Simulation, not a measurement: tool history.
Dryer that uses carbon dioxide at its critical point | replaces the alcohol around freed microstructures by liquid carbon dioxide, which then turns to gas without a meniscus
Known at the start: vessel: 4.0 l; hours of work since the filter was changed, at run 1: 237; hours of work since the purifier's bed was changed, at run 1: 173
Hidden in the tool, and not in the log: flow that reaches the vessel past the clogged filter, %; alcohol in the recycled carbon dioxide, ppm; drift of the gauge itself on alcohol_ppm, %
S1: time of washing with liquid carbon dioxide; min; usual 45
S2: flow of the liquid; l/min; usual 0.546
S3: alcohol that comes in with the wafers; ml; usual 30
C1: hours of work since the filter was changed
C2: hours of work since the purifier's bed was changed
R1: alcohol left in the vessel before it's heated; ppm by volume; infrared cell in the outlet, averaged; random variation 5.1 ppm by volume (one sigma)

run 1 hour=0.0 | S1=45 S2=0.546 S3=30 | C1=237 C2=173 | R1=109
run 2 hour=30.4 | S1=57 S2=0.546 S3=30 | C1=252 C2=187 | R1=60
run 3 hour=64.1 | S1=45 S2=0.546 S3=30 | C1=267 C2=203 | R1=122
run 4 hour=84.3 | S1=45 S2=0.546 S3=44 | C1=277 C2=212 | R1=174
run 5 hour=105.3 | S1=31 S2=0.546 S3=30 | C1=287 C2=222 | R1=396
run 6 hour=129.1 | S1=31 S2=0.546 S3=30 | C1=298 C2=233 | R1=396
run 7 hour=145.0 | S1=45 S2=0.546 S3=30 | C1=305 C2=240 | R1=132
run 8 hour=172.3 | S1=45 S2=0.546 S3=30 | C1=318 C2=253 | R1=140
-- hour=185.8 inlet filter changed
run 9 hour=198.6 | S1=45 S2=0.546 S3=30 | C1=6 C2=265 | R1=101
run 10 hour=219.6 | S1=45 S2=0.546 S3=57 | C1=16 C2=275 | R1=163
run 11 hour=247.8 | S1=45 S2=0.546 S3=57 | C1=29 C2=288 | R1=170
run 12 hour=279.6 | S1=45 S2=0.546 S3=105 | C1=44 C2=303 | R1=280
run 13 hour=295.1 | S1=38 S2=0.546 S3=30 | C1=51 C2=310 | R1=184
run 14 hour=326.2 | S1=38 S2=0.546 S3=30 | C1=66 C2=325 | R1=192
run 15 hour=352.3 | S1=38 S2=0.546 S3=30 | C1=78 C2=337 | R1=194
run 16 hour=369.1 | S1=45 S2=0.826 S3=30 | C1=86 C2=345 | R1=50
run 17 hour=404.0 | S1=45 S2=0.826 S3=30 | C1=102 C2=361 | R1=64
run 18 hour=425.2 | S1=45 S2=0.546 S3=30 | C1=112 C2=371 | R1=133
run 19 hour=447.5 | S1=33 S2=0.546 S3=30 | C1=122 C2=381 | R1=305
run 20 hour=473.1 | S1=27 S2=0.546 S3=30 | C1=134 C2=393 | R1=520
run 21 hour=502.6 | S1=45 S2=0.546 S3=35 | C1=148 C2=407 | R1=149
run 22 hour=534.5 | S1=45 S2=0.546 S3=35 | C1=163 C2=422 | R1=158
run 23 hour=563.5 | S1=45 S2=0.546 S3=35 | C1=177 C2=436 | R1=152
run 24 hour=588.1 | S1=45 S2=0.546 S3=35 | C1=188 C2=447 | R1=162
run 25 hour=622.1 | S1=67 S2=0.546 S3=99 | C1=204 C2=463 | R1=97
run 26 hour=656.6 | S1=70 S2=0.783 S3=99 | C1=220 C2=479 | R1=76
run 27 hour=680.1 | S1=37 S2=0.584 S3=32 | C1=231 C2=490 | R1=221
run 28 hour=712.5 | S1=37 S2=0.584 S3=32 | C1=246 C2=505 | R1=230
run 29 hour=737.4 | S1=31 S2=0.751 S3=26 | C1=258 C2=517 | R1=163
run 30 hour=772.3 | S1=45 S2=0.337 S3=41 | C1=274 C2=533 | R1=846
run 31 hour=792.2 | S1=45 S2=0.337 S3=41 | C1=283 C2=542 | R1=822
run 32 hour=812.0 | S1=45 S2=0.337 S3=41 | C1=293 C2=552 | R1=825
run 33 hour=827.9 | S1=52 S2=0.365 S3=73 | C1=300 C2=559 | R1=778
run 34 hour=860.8 | S1=45 S2=0.546 S3=37 | C1=315 C2=575 | R1=200
-- hour=878.2 inlet filter changed
run 35 hour=885.7 | S1=45 S2=0.337 S3=32 | C1=4 C2=586 | R1=568
run 36 hour=905.7 | S1=45 S2=0.337 S3=32 | C1=13 C2=595 | R1=555
run 37 hour=924.5 | S1=44 S2=0.696 S3=37 | C1=22 C2=604 | R1=115
run 38 hour=946.1 | S1=44 S2=0.696 S3=37 | C1=32 C2=614 | R1=120
run 39 hour=971.4 | S1=61 S2=0.381 S3=55 | C1=44 C2=626 | R1=272
run 40 hour=1007.9 | S1=71 S2=0.713 S3=54 | C1=61 C2=643 | R1=92
run 41 hour=1033.9 | S1=47 S2=0.546 S3=22 | C1=73 C2=655 | R1=130
run 42 hour=1058.4 | S1=47 S2=0.546 S3=22 | C1=84 C2=666 | R1=139
run 43 hour=1083.1 | S1=47 S2=0.556 S3=95 | C1=96 C2=678 | R1=261
run 44 hour=1107.2 | S1=34 S2=0.448 S3=32 | C1=107 C2=689 | R1=568
run 45 hour=1135.3 | S1=32 S2=0.402 S3=62 | C1=120 C2=702 | R1=1553
run 46 hour=1170.1 | S1=44 S2=0.546 S3=118 | C1=136 C2=719 | R1=442
run 47 hour=1187.3 | S1=48 S2=0.491 S3=34 | C1=144 C2=727 | R1=211
run 48 hour=1222.1 | S1=48 S2=0.491 S3=34 | C1=161 C2=743 | R1=213

How the hidden state differs across the entries between the runs, from the last listed run before each to the first after it:
Between runs 8 and 9: inlet filter changed (hour 185.8)
  flow that reaches the vessel past the clogged filter, %: 91.1 -> 99.7; alcohol in the recycled carbon dioxide, ppm: 41.2 -> 42.9
  measured less the result without the state, R1: +69 -> +38 ppm by volume
Between runs 34 and 35: inlet filter changed (hour 878.2)
  flow that reaches the vessel past the clogged filter, %: 90.9 -> 99.5; alcohol in the recycled carbon dioxide, ppm: 85.3 -> 86.8
  measured less the result without the state, R1: +121 -> +89 ppm by volume
